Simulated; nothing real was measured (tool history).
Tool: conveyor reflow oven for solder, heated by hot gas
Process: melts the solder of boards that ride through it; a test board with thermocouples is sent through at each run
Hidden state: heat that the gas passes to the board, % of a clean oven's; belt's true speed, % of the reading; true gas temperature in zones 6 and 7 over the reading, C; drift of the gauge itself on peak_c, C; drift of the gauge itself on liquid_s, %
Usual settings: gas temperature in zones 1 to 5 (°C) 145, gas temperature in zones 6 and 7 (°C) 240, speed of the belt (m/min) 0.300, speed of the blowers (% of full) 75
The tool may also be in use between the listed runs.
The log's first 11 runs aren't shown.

| run | hour | gas temperature in zones 1 to 5 (°C) | gas temperature in zones 6 and 7 (°C) | speed of the belt (m/min) | speed of the blowers (% of full) | hours of work since the flux was cleaned out | hours of work since the belt drive was overhauled | hours of work since the thermocouples were changed | highest temperature of the board (°C) | time above the solder's melting point (s) |
|---|---|---|---|---|---|---|---|---|---|---|
| 12 | 777.7 | 145 | 240 | 0.300 | 75 | 320 | 550 | 147 | 228.1 | 108.2 |
| 13 | 856.9 | 145 | 240 | 0.300 | 75 | 352 | 582 | 179 | 228.1 | 107.8 |
| 14 | 899.1 | 145 | 240 | 0.300 | 75 | 370 | 600 | 197 | 228.2 | 107.4 |
| 15 | 993.4 | 155 | 240 | 0.300 | 75 | 409 | 639 | 235 | 229.4 | 114.9 |
|  | 1048.5 | flux residue cleaned out of gas plates and filters |
| 16 | 1086.2 | 155 | 240 | 0.300 | 75 | 16 | 675 | 272 | 230.3 | 116.3 |
| 17 | 1170.6 | 160 | 241 | 0.274 | 52 | 50 | 710 | 306 | 228.9 | 130.5 |
| 18 | 1241.6 | 160 | 241 | 0.274 | 52 | 80 | 739 | 336 | 228.8 | 129.2 |
| 19 | 1326.2 | 144 | 240 | 0.332 | 75 | 115 | 774 | 371 | 226.2 | 94.8 |
| 20 | 1407.4 | 145 | 240 | 0.300 | 58 | 148 | 807 | 404 | 224.8 | 104.0 |
| 21 | 1454.4 | 155 | 240 | 0.321 | 58 | 167 | 827 | 423 | 224.4 | 103.6 |
| 22 | 1526.2 | 137 | 240 | 0.300 | 84 | 197 | 856 | 453 | 230.6 | 106.6 |
| 23 | 1566.2 | 139 | 240 | 0.360 | 75 | 213 | 873 | 470 | 222.4 | 82.4 |
| 24 | 1638.2 | 145 | 240 | 0.300 | 86 | 243 | 902 | 499 | 231.9 | 111.3 |
| 25 | 1705.4 | 132 | 246 | 0.300 | 79 | 271 | 930 | 527 | 235.1 | 107.3 |
| 26 | 1769.1 | 150 | 240 | 0.300 | 65 | 297 | 956 | 553 | 228.2 | 111.1 |
| 27 | 1812.5 | 150 | 240 | 0.300 | 65 | 315 | 974 | 571 | 228.2 | 110.3 |
| 28 | 1904.7 | 150 | 240 | 0.287 | 65 | 353 | 1012 | 609 | 229.4 | 117.6 |
| 29 | 1963.8 | 141 | 255 | 0.300 | 75 | 377 | 1037 | 633 | 243.3 | 117.9 |
| 30 | 2043.2 | 140 | 240 | 0.300 | 75 | 410 | 1069 | 666 | 228.9 | 107.0 |
|  | 2095.6 | flux residue cleaned out of gas plates and filters |
| 31 | 2128.6 | 140 | 249 | 0.300 | 75 | 14 | 1102 | 699 | 239.4 | 115.3 |

3 ways to go on from here, each from the tool as it stands after run 31. What would each give?
| A | 2223.5 | 140 | 233 | 0.300 | 85 | 53 | 1142 | 738 | ? | ? |
| B | 2223.5 | 143 | 243 | 0.304 | 75 | 53 | 1142 | 738 | ? | ? |
| C | 2223.5 | 132 | 240 | 0.300 | 75 | 53 | 1142 | 738 | ? | ? |

| run | highest temperature of the board (°C) | time above the solder's melting point (s) |
|---|---|---|
| A | 226.3 | 105.1 |
| B | 233.3 | 110.0 |
| C | 230.1 | 102.2 |
Without the tool's hidden state the same runs would have given:
| run | highest temperature of the board (°C) | time above the solder's melting point (s) |
|---|---|---|
| A | 223.1 | 99.3 |
| B | 230.0 | 104.4 |
| C | 226.8 | 96.3 |
